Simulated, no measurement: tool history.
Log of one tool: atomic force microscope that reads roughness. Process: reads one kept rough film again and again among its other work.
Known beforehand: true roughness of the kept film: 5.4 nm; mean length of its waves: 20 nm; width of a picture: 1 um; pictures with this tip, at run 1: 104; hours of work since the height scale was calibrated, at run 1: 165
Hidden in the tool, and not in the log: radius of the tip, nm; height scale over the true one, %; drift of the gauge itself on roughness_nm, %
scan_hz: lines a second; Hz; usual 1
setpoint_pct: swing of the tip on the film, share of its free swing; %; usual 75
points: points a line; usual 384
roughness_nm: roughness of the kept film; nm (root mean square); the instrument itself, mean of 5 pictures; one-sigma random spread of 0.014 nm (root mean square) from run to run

run   hour  scan_hz  setpoint_pct  points  pictures with this tip  hours of work since the height scale was calibrated  roughness_nm
  1      0        1            75     384                     104                                                  165         2.866
  2   12.2        1            75     384                     131                                                  173         2.781
  3   20.5        1            75     384                     149                                                  179         2.716
  4   35.6        1            75     609                     183                                                  189         2.639
  5   51.9        1            75     609                     219                                                  199         2.515
  6   64.9        1            75     643                     247                                                  208         2.443
  7   75.6        1            75     643                     271                                                  215         2.348
      85.9  -- new tip fitted
  8   88.9     1.09            75     384                       6                                                  224         3.312
  9   99.1     1.36            82     384                      29                                                  230         3.156
 10  113.5      0.6            60     539                      61                                                  240         3.167
 11  133.2     0.93            74     904                     104                                                  253         2.941
 12  144.7     0.93            74     904                     130                                                  261         2.867
 13  154.6     3.24            72     330                     152                                                  267         2.624

Each row is a separate what-if for the run after 13, all from the same tool condition, not one after another. Results?
  A  163.7     3.24            72     448                     172                                                  273             ?
  B  163.7     2.03            72     330                     172                                                  273             ?
  C  163.7     2.14            70     384                     172                                                  273             ?
  D  163.7     1.97            55     330                     172                                                  273             ?
  E  163.7        1            63     384                     172                                                  273             ?

run  roughness_nm
  A         2.588
  B          2.63
  C         2.637
  D         2.694
  E         2.708
With no hidden state in the tool, these same runs would have given:
run  roughness_nm
  A         3.286
  B         3.343
  C          3.35
  D         3.422
  E          3.44
